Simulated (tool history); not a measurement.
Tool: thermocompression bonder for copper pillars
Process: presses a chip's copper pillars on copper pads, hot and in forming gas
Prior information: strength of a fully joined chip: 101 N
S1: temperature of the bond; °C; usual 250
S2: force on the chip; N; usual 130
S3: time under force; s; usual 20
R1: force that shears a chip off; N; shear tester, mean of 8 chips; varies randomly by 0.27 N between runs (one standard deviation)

Run 1, hour 0.0: usual settings. Result: R1 35.6 N.
Run 2, hour 6.7: usual settings. Result: R1 35.8 N.
Run 3, hour 13.1: usual settings but S2 160 N. Result: R1 42.8 N.
Run 4, hour 19.0: usual settings but S2 160 N. Result: R1 42.5 N.
Run 5, hour 26.8: usual settings but S2 160 N. Result: R1 43.1 N.
Run 6, hour 36.9: usual settings but S2 101 N. Result: R1 28.3 N.
Run 7, hour 46.2: usual settings but S2 125 N. Result: R1 34.7 N.
Run 8, hour 55.9: usual settings but S2 125 N. Result: R1 34.9 N.
Run 9, hour 64.1: usual settings. Result: R1 36.2 N.
Run 10, hour 68.9: usual settings. Result: R1 35.5 N.
Run 11, hour 77.8: usual settings. Result: R1 35.6 N.
Run 12, hour 85.0: usual settings. Result: R1 35.6 N.
Run 13, hour 94.5: usual settings. Result: R1 35.3 N.
Run 14, hour 101.3: usual settings. Result: R1 35.8 N.
Run 15, hour 108.7: usual settings. Result: R1 35.3 N.
Run 16, hour 119.3: usual settings. Result: R1 35.5 N.
Run 17, hour 128.7: usual settings. Result: R1 35.8 N.
Run 18, hour 134.3: usual settings but S1 236 °C. Result: R1 28.4 N.
Run 19, hour 143.2: usual settings but S3 22 s. Result: R1 36.8 N.
Run 20, hour 149.4: usual settings. Result: R1 35.7 N.
Run 21, hour 160.1: usual settings. Result: R1 35.8 N.
Run 22, hour 167.9: usual settings but S1 255 °C, S2 138 N, S3 27 s. Result: R1 46.0 N.
Run 23, hour 178.1: usual settings but S1 233 °C, S2 151 N, S3 50 s. Result: R1 44.8 N.
Run 24, hour 187.5: usual settings but S1 225 °C, S3 16 s. Result: R1 21.6 N.
Run 25, hour 195.3: usual settings but S1 225 °C, S3 16 s. Result: R1 21.4 N.
Run 26, hour 202.0: usual settings but S1 260 °C, S2 89 N, S3 10 s. Result: R1 21.6 N.
Run 27, hour 211.2: usual settings but S1 263 °C, S2 89 N, S3 10 s. Result: R1 23.1 N.
Run 28, hour 221.6: usual settings but S1 276 °C, S3 29 s. Result: R1 56.9 N.
Run 29, hour 231.3: usual settings but S1 276 °C, S3 29 s. Result: R1 57.4 N.
Run 30, hour 240.1: usual settings but S1 245 °C, S2 116 N, S3 38 s. Result: R1 39.2 N.
Run 31, hour 246.0: usual settings but S1 260 °C, S2 180 N, S3 16 s. Result: R1 49.9 N.
Run 32, hour 251.6: usual settings but S1 278 °C, S2 165 N, S3 12 s. Result: R1 52.3 N.
Run 33, hour 256.7: usual settings but S1 234 °C, S2 157 N, S3 17 s. Result: R1 30.6 N.
Run 34, hour 264.8: usual settings but S2 108 N, S3 36 s. Result: R1 38.5 N.
Run 35, hour 270.6: usual settings but S1 277 °C. Result: R1 51.2 N.
Run 36, hour 279.1: usual settings but S1 251 °C, S2 99 N. Result: R1 28.6 N.
Run 37, hour 287.7: usual settings but S1 249 °C, S2 99 N, S3 25 s. Result: R1 30.1 N.
Run 38, hour 298.5: usual settings but S1 249 °C, S2 99 N, S3 25 s. Result: R1 30.0 N.
Run 39, hour 304.3: usual settings but S1 249 °C, S2 99 N, S3 25 s. Result: R1 30.3 N.
Run 40, hour 310.3: usual settings but S1 249 °C, S2 99 N, S3 25 s. Result: R1 30.1 N.
Run 41, hour 316.5: usual settings but S1 228 °C. Result: R1 24.8 N.

Put back what was entered between runs (1 entry, withheld): which listed runs does each sit between, and how does the hidden state differ from the listed run before to the listed run after?
After run 23, before run 24: forming gas filter changed (hour 187.1)
  oxide that the forming gas leaves, % of the face: 0.71 -> 0.51
